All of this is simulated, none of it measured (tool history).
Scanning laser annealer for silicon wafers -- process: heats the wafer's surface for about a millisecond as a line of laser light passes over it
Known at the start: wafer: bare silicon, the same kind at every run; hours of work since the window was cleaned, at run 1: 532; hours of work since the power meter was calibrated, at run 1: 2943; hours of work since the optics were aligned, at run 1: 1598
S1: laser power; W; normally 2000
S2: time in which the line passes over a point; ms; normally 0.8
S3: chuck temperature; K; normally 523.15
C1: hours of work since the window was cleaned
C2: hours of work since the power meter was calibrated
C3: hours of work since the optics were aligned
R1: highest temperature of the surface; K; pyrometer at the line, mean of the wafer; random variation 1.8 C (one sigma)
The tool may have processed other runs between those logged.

run 1 hour=0 | S1=2000 S2=0.8 S3=523.15 | C1=532 C2=2943 C3=1598 | R1=1239.15
run 2 hour=61.6 | S1=2000 S2=0.8 S3=523.15 | C1=578 C2=2989 C3=1644 | R1=1235.15
-- hour=164.1 optics aligned, line set to its width
run 3 hour=167.2 | S1=2000 S2=0.8 S3=523.15 | C1=653 C2=3064 C3=2 | R1=1245.15
-- hour=222.7 window over the wafer cleaned
run 4 hour=227.8 | S1=2000 S2=0.8 S3=523.15 | C1=4 C2=3108 C3=46 | R1=1261.15
run 5 hour=328.1 | S1=2000 S2=0.8 S3=523.15 | C1=79 C2=3184 C3=122 | R1=1257.15
run 6 hour=421.2 | S1=2000 S2=0.8 S3=523.15 | C1=149 C2=3253 C3=191 | R1=1253.15
run 7 hour=489.8 | S1=2000 S2=0.8 S3=525.15 | C1=200 C2=3305 C3=243 | R1=1260.15
run 8 hour=562.7 | S1=2000 S2=0.8 S3=525.15 | C1=255 C2=3359 C3=297 | R1=1253.15
run 9 hour=617.4 | S1=2000 S2=0.8 S3=525.15 | C1=296 C2=3400 C3=338 | R1=1254.15
run 10 hour=698.6 | S1=2000 S2=0.8 S3=525.15 | C1=357 C2=3461 C3=399 | R1=1254.15
run 11 hour=790.4 | S1=2000 S2=0.8 S3=525.15 | C1=426 C2=3530 C3=468 | R1=1248.15
run 12 hour=857.7 | S1=2000 S2=0.831 S3=525.15 | C1=476 C2=3581 C3=519 | R1=1263.15
run 13 hour=957.5 | S1=2000 S2=0.673 S3=525.15 | C1=551 C2=3655 C3=593 | R1=1192.15
run 14 hour=1012.7 | S1=2000 S2=0.673 S3=525.15 | C1=592 C2=3697 C3=635 | R1=1192.15
run 15 hour=1095.4 | S1=2000 S2=0.96 S3=525.15 | C1=654 C2=3759 C3=697 | R1=1303.15
-- hour=1156.2 window over the wafer cleaned
run 16 hour=1179 | S1=2000 S2=0.96 S3=525.15 | C1=17 C2=3820 C3=758 | R1=1324.15
run 17 hour=1266.3 | S1=2099 S2=0.895 S3=501.15 | C1=83 C2=3885 C3=823 | R1=1321.15
run 18 hour=1356.8 | S1=1894 S2=0.834 S3=537.15 | C1=150 C2=3953 C3=891 | R1=1229.15
run 19 hour=1436.4 | S1=1894 S2=0.834 S3=484.15 | C1=210 C2=4013 C3=951 | R1=1176.15
run 20 hour=1508.9 | S1=1927 S2=0.643 S3=484.15 | C1=264 C2=4067 C3=1005 | R1=1114.15
run 21 hour=1567.4 | S1=1927 S2=0.643 S3=484.15 | C1=308 C2=4111 C3=1049 | R1=1112.15
run 22 hour=1627.9 | S1=2065 S2=0.8 S3=523.15 | C1=354 C2=4157 C3=1094 | R1=1276.15
run 23 hour=1681.5 | S1=1754 S2=0.664 S3=515.15 | C1=394 C2=4197 C3=1135 | R1=1078.15
run 24 hour=1758.9 | S1=1754 S2=0.582 S3=493.15 | C1=452 C2=4255 C3=1193 | R1=1021.15
run 25 hour=1822 | S1=1754 S2=0.582 S3=493.15 | C1=499 C2=4302 C3=1240 | R1=1020.15
run 26 hour=1880.6 | S1=2000 S2=0.775 S3=531.15 | C1=543 C2=4346 C3=1284 | R1=1241.15
run 27 hour=1978.6 | S1=2000 S2=0.775 S3=531.15 | C1=617 C2=4419 C3=1357 | R1=1236.15
run 28 hour=2050 | S1=1972 S2=0.609 S3=553.15 | C1=670 C2=4473 C3=1411 | R1=1175.15
-- hour=2082.6 window over the wafer cleaned
run 29 hour=2138.8 | S1=1997 S2=0.993 S3=523.15 | C1=42 C2=4538 C3=1476 | R1=1322.15
run 30 hour=2179.2 | S1=1997 S2=0.993 S3=523.15 | C1=72 C2=4568 C3=1506 | R1=1326.15
run 31 hour=2275.3 | S1=1743 S2=0.595 S3=495.15 | C1=145 C2=4640 C3=1578 | R1=1031.15

Below, some changes in R1 between adjacent runs. For each, the amount present without the hidden state too (settings, incoming material, random variation) and the amount remaining for the hidden state with gauge scatter not shared by both compared results:
Hidden state at play: light that passes the window, % of a clean one's; laser's true power over the reading, %; width of the line over the set one, %; drift of the gauge itself on peak_c, C.
Run 3 -> 4: window over the wafer cleaned. R1 +16 K: hidden state +16, all else +0.
Run 15 -> 16: window over the wafer cleaned. R1 +21 K: hidden state +19, all else +2.
Run 22 -> 23: S1 2065 -> 1754, S2 0.8 -> 0.664, S3 523.15 -> 515.15. R1 -198 K: hidden state +5, all else -203.
Run 25 -> 26: S1 1754 -> 2000, S2 0.582 -> 0.775, S3 493.15 -> 531.15. R1 +221 K: hidden state -8, all else +229.
Run 28 -> 29: S1 1972 -> 1997, S2 0.609 -> 0.993, S3 553.15 -> 523.15, window over the wafer cleaned. R1 +147 K: hidden state +9, all else +138.
Run 30 -> 31: S1 1997 -> 1743, S2 0.993 -> 0.595, S3 523.15 -> 495.15. R1 -295 K: hidden state +5, all else -300.

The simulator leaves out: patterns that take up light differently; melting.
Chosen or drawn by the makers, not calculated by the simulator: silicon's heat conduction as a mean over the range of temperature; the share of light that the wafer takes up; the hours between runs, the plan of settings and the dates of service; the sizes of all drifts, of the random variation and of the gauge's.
